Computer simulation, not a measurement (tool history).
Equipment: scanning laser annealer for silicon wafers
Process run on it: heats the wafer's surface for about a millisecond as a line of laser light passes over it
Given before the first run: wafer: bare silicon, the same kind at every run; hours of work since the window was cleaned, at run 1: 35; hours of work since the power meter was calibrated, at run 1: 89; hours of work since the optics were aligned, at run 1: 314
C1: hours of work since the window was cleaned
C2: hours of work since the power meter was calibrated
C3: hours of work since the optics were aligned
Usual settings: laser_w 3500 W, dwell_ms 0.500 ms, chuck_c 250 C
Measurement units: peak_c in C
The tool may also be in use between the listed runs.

run 1 day=0.000 | laser_w=3500 dwell_ms=0.500 chuck_c=250 | C1=35 C2=89 C3=314 | peak_c=1017
run 2 day=3.304 | laser_w=3500 dwell_ms=0.540 chuck_c=250 | C1=71 C2=125 C3=349 | peak_c=1052
run 3 day=5.350 | laser_w=3500 dwell_ms=0.500 chuck_c=250 | C1=93 C2=147 C3=371 | peak_c=1012
run 4 day=9.175 | laser_w=3500 dwell_ms=0.597 chuck_c=250 | C1=133 C2=187 C3=412 | peak_c=1092
run 5 day=12.179 | laser_w=3500 dwell_ms=0.597 chuck_c=250 | C1=165 C2=219 C3=444 | peak_c=1090
run 6 day=15.108 | laser_w=3500 dwell_ms=0.597 chuck_c=250 | C1=197 C2=251 C3=475 | peak_c=1087
run 7 day=17.158 | laser_w=3500 dwell_ms=0.417 chuck_c=250 | C1=219 C2=273 C3=497 | peak_c=929
run 8 day=19.362 | laser_w=3500 dwell_ms=0.417 chuck_c=250 | C1=242 C2=296 C3=521 | peak_c=928
run 9 day=22.754 | laser_w=3500 dwell_ms=0.500 chuck_c=250 | C1=278 C2=332 C3=557 | peak_c=1000
run 10 day=26.196 | laser_w=3500 dwell_ms=0.500 chuck_c=250 | C1=315 C2=369 C3=594 | peak_c=998
run 11 day=27.975 | laser_w=3500 dwell_ms=0.500 chuck_c=250 | C1=334 C2=388 C3=613 | peak_c=996
run 12 day=31.150 | laser_w=3500 dwell_ms=0.500 chuck_c=250 | C1=368 C2=422 C3=647 | peak_c=994
run 13 day=34.383 | laser_w=3500 dwell_ms=0.500 chuck_c=250 | C1=403 C2=456 C3=681 | peak_c=988
run 14 day=37.638 | laser_w=3500 dwell_ms=0.500 chuck_c=250 | C1=437 C2=491 C3=716 | peak_c=991
run 15 day=39.608 | laser_w=3500 dwell_ms=0.355 chuck_c=256 | C1=458 C2=512 C3=737 | peak_c=862
-- day=40.033 window over the wafer cleaned
run 16 day=42.729 | laser_w=3220 dwell_ms=0.362 chuck_c=288 | C1=29 C2=545 C3=769 | peak_c=831
run 17 day=45.754 | laser_w=3220 dwell_ms=0.362 chuck_c=288 | C1=61 C2=577 C3=802 | peak_c=832
run 18 day=47.462 | laser_w=3220 dwell_ms=0.362 chuck_c=288 | C1=79 C2=595 C3=820 | peak_c=828
run 19 day=50.392 | laser_w=3220 dwell_ms=0.362 chuck_c=288 | C1=111 C2=626 C3=851 | peak_c=833
run 20 day=53.946 | laser_w=3220 dwell_ms=0.362 chuck_c=288 | C1=148 C2=664 C3=889 | peak_c=830
run 21 day=55.662 | laser_w=3220 dwell_ms=0.362 chuck_c=288 | C1=167 C2=683 C3=907 | peak_c=829
run 22 day=58.846 | laser_w=3107 dwell_ms=0.431 chuck_c=288 | C1=201 C2=717 C3=941 | peak_c=866
-- day=61.633 window over the wafer cleaned, once more
run 23 day=61.992 | laser_w=3107 dwell_ms=0.431 chuck_c=288 | C1=4 C2=749 C3=974 | peak_c=898
run 24 day=63.750 | laser_w=3148 dwell_ms=0.590 chuck_c=288 | C1=23 C2=768 C3=993 | peak_c=1032
run 25 day=65.458 | laser_w=3409 dwell_ms=0.534 chuck_c=235 | C1=41 C2=786 C3=1011 | peak_c=1006
run 26 day=67.183 | laser_w=3224 dwell_ms=0.418 chuck_c=221 | C1=59 C2=805 C3=1029 | peak_c=843
run 27 day=69.888 | laser_w=3481 dwell_ms=0.531 chuck_c=277 | C1=88 C2=834 C3=1058 | peak_c=1055

Below are 5 alternative next runs, each starting from the tool's condition after run 27. Predict each:
run A day=71.592 | laser_w=3070 dwell_ms=0.406 chuck_c=250 | C1=106 C2=852 C3=1077 | peak_c=?
run B day=71.592 | laser_w=3615 dwell_ms=0.391 chuck_c=289 | C1=106 C2=852 C3=1077 | peak_c=?
run C day=71.592 | laser_w=3265 dwell_ms=0.500 chuck_c=281 | C1=106 C2=852 C3=1077 | peak_c=?
run D day=71.592 | laser_w=3682 dwell_ms=0.505 chuck_c=243 | C1=106 C2=852 C3=1077 | peak_c=?
run E day=71.592 | laser_w=2994 dwell_ms=0.480 chuck_c=240 | C1=106 C2=852 C3=1077 | peak_c=?

run=A peak_c=827
run=B peak_c=965
run=C peak_c=977
run=D peak_c=1044
run=E peak_c=859
With the hidden condition removed and each run's random variation left untouched, the same runs would have given:
run=A peak_c=841
run=B peak_c=981
run=C peak_c=993
run=D peak_c=1063
run=E peak_c=873
